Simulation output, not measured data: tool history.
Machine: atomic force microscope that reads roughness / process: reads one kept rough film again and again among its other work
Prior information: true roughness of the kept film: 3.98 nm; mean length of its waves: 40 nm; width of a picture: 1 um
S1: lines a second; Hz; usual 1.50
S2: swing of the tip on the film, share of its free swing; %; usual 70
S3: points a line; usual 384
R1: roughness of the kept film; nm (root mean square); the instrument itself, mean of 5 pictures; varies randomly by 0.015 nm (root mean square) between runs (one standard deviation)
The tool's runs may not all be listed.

run     day    S1  S2   S3     R1
  1   0.000  1.50  70  384  3.434
  2   0.554  1.50  70  384  3.441
  3   0.942  1.50  70  384  3.413
  4   1.450  1.50  70  384  3.398
  5   1.850  1.50  70  384  3.381
  6   2.421  1.50  66  384  3.400
  7   2.825  1.50  66  370  3.362
  8   3.133  1.50  66  370  3.365
  9   3.438  1.50  66  456  3.343
 10   3.925  1.50  66  456  3.329
 11   4.633  1.50  66  456  3.269
 12   5.100  0.80  70  384  3.326
 13   5.450  0.80  70  384  3.319
 14   5.796  0.80  70  384  3.295
 15   6.358  1.50  70  384  3.196
 16   6.888  1.50  70  384  3.165
 17   7.242  1.50  70  384  3.156
 18   7.796  1.50  70  384  3.141
 19   8.254  1.50  70  384  3.126
 20   8.671  1.50  70  384  3.111
 21   9.308  1.68  70  384  3.054
 22   9.900  1.50  56  675  3.156
      9.983  -- new tip fitted
 23  10.267  0.97  70  384  3.571
 24  10.567  1.50  71  408  3.448
 25  10.983  1.50  73  443  3.409
 26  11.412  1.50  78  344  3.335
 27  11.717  1.06  67  344  3.483
 28  12.088  1.06  65  293  3.478
 29  12.458  1.81  70  384  3.345
 30  13.058  1.81  70  384  3.328
 31  13.742  1.50  66  384  3.379
 32  14.296  1.50  66  384  3.356
 33  14.896  1.50  66  384  3.349
 34  15.333  2.95  70  712  3.132
 35  15.825  2.95  72  257  3.078
 36  16.333  0.82  70  384  3.325
 37  16.896  0.82  70  384  3.276
 38  17.329  0.65  59  366  3.346
 39  17.988  0.65  59  366  3.316

Expected results for the next run?
 40  18.600  0.65  59  366   ?

R1: 3.276 nm (root mean square)
Were there no unlogged condition in the tool, this run, its random variation unchanged, would have produced R1 3.657 nm (root mean square).

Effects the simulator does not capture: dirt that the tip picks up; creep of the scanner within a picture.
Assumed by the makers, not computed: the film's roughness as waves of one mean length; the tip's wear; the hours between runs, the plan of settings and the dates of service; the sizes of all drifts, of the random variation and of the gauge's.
